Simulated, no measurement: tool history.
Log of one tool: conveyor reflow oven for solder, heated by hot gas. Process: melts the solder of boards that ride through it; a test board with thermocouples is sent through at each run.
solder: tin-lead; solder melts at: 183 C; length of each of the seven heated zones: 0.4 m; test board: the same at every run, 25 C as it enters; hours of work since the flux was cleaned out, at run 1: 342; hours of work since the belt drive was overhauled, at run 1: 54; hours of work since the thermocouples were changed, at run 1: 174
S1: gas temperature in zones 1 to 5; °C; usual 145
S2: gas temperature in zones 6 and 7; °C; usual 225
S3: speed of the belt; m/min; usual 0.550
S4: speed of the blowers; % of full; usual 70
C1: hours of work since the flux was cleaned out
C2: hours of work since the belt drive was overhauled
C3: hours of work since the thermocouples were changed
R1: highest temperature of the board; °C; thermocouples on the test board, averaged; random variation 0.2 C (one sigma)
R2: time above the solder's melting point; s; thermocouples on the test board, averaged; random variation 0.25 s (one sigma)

run 1 day=0.000 | S1=145 S2=225 S3=0.550 S4=70 | C1=342 C2=54 C3=174 | R1=211.3 R2=63.5
run 2 day=1.775 | S1=145 S2=225 S3=0.550 S4=70 | C1=361 C2=72 C3=193 | R1=211.4 R2=63.1
run 3 day=3.596 | S1=145 S2=240 S3=0.550 S4=70 | C1=380 C2=91 C3=212 | R1=224.1 R2=73.6
run 4 day=5.408 | S1=145 S2=240 S3=0.550 S4=70 | C1=399 C2=110 C3=231 | R1=224.2 R2=73.9
-- day=5.783 belt drive overhauled, speed set with a stopwatch
-- day=6.179 flux residue cleaned out of gas plates and filters
run 5 day=8.096 | S1=145 S2=225 S3=0.550 S4=70 | C1=20 C2=22 C3=255 | R1=213.7 R2=66.2
run 6 day=10.650 | S1=145 S2=225 S3=0.514 S4=66 | C1=47 C2=49 C3=282 | R1=214.5 R2=72.4
run 7 day=12.167 | S1=145 S2=214 S3=0.631 S4=64 | C1=63 C2=65 C3=297 | R1=199.8 R2=41.1
run 8 day=14.788 | S1=156 S2=229 S3=0.606 S4=52 | C1=90 C2=92 C3=325 | R1=212.9 R2=63.4
run 9 day=16.967 | S1=137 S2=217 S3=0.606 S4=78 | C1=113 C2=115 C3=348 | R1=203.3 R2=46.6
run 10 day=18.854 | S1=145 S2=224 S3=0.550 S4=70 | C1=133 C2=135 C3=367 | R1=212.2 R2=64.9

Forecast each of these 3 alternatives for the next run:
run A day=20.296 | S1=153 S2=225 S3=0.594 S4=80 | C1=148 C2=150 C3=383 | R1=? R2=?
run B day=20.296 | S1=145 S2=217 S3=0.593 S4=58 | C1=148 C2=150 C3=383 | R1=? R2=?
run C day=20.296 | S1=156 S2=225 S3=0.478 S4=53 | C1=148 C2=150 C3=383 | R1=? R2=?

run=A R1=213.9 R2=65.4
run=B R1=202.4 R2=48.2
run=C R1=216.0 R2=85.2
Without the tool's hidden state the same runs would have given:
run=A R1=213.9 R2=65.1
run=B R1=202.4 R2=48.1
run=C R1=215.8 R2=84.4
